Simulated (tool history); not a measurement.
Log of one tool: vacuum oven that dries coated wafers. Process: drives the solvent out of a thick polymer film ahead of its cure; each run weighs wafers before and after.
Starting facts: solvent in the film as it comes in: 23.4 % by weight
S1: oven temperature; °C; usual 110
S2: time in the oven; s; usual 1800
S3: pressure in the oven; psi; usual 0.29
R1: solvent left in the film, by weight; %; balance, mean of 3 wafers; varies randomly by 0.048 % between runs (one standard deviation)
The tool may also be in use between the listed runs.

run   hour   S1    S2     S3    R1
  1      0  110  1800   0.29  3.27
  2      9  110  1800   0.29  3.26
  3   17.8  110  1800   0.29  3.43
  4   30.5  110  1800   0.29  3.37
  5   45.5  110  1800  0.373  4.05
  6     59  110  1800  0.373  3.99
  7   69.5  110  1080   0.29  5.14
  8   77.5  110  1080   0.29  5.14
  9   90.1  110  1800   0.29  3.25
 10  101.4  110  1800   0.29  3.27
 11  111.7  110  1800  0.679   6.5
 12    122  113   900  0.956  9.54
 13  133.9  111  1800   0.31  3.33
 14  148.6  112  1500  0.289  3.45
 15    161  112  1500  0.289  3.21
 16  168.7  110  2100  0.477   4.5
 17  184.8  110  2100  0.477  4.55
 18    200  124  1680  0.218  1.27

The next listed run, before its measurement:
 19  209.9  124  1680  0.218   ?

{"run 19": {"R1": 1.29}}
The same run, on a tool lacking any hidden state, would have yielded R1 1.23 %.

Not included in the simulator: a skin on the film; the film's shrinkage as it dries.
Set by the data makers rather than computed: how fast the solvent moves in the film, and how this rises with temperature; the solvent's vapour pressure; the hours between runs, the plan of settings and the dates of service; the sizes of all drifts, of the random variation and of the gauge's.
